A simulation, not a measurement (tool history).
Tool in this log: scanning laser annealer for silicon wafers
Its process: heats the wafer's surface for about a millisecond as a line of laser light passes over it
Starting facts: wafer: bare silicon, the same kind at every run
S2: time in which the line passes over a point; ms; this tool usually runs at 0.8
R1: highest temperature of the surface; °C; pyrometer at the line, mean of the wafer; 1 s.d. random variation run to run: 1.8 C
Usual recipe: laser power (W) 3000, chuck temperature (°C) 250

run 1 day=0 | laser_power_(W)=3000 S2=0.8 chuck_temperature_(°C)=250 | R1=1004
run 2 day=2.342 | laser_power_(W)=3000 S2=0.8 chuck_temperature_(°C)=250 | R1=1000
-- day=3.967 optics aligned, line set to its width
run 3 day=4.558 | laser_power_(W)=3000 S2=0.8 chuck_temperature_(°C)=250 | R1=1013
run 4 day=5.979 | laser_power_(W)=3000 S2=0.8 chuck_temperature_(°C)=250 | R1=1012
run 5 day=7.458 | laser_power_(W)=3000 S2=0.724 chuck_temperature_(°C)=250 | R1=970
run 6 day=9.225 | laser_power_(W)=3000 S2=0.724 chuck_temperature_(°C)=250 | R1=968
run 7 day=10.504 | laser_power_(W)=3000 S2=0.724 chuck_temperature_(°C)=250 | R1=964
run 8 day=12.225 | laser_power_(W)=3000 S2=0.724 chuck_temperature_(°C)=250 | R1=963
run 9 day=13.679 | laser_power_(W)=3000 S2=0.724 chuck_temperature_(°C)=250 | R1=962
run 10 day=14.662 | laser_power_(W)=3000 S2=0.874 chuck_temperature_(°C)=227 | R1=1006
run 11 day=16.504 | laser_power_(W)=3000 S2=0.874 chuck_temperature_(°C)=227 | R1=1008
run 12 day=18.346 | laser_power_(W)=3000 S2=0.874 chuck_temperature_(°C)=227 | R1=1003
run 13 day=20.096 | laser_power_(W)=2745 S2=0.856 chuck_temperature_(°C)=216 | R1=914
-- day=20.762 window over the wafer cleaned
run 14 day=22.304 | laser_power_(W)=3078 S2=0.993 chuck_temperature_(°C)=250 | R1=1154
run 15 day=24.233 | laser_power_(W)=3078 S2=0.993 chuck_temperature_(°C)=250 | R1=1153
run 16 day=25.271 | laser_power_(W)=2856 S2=0.8 chuck_temperature_(°C)=250 | R1=997

Alternative continuations, all from the tool just after run 16; predict every row:
run A day=26.721 | laser_power_(W)=3237 S2=0.583 chuck_temperature_(°C)=261 | R1=?
run B day=26.721 | laser_power_(W)=2856 S2=0.704 chuck_temperature_(°C)=288 | R1=?
run C day=26.721 | laser_power_(W)=3000 S2=0.578 chuck_temperature_(°C)=250 | R1=?

run=A R1=981
run=B R1=984
run=C R1=910
What these runs would have given with no unlogged condition in the tool:
run=A R1=990
run=B R1=992
run=C R1=919
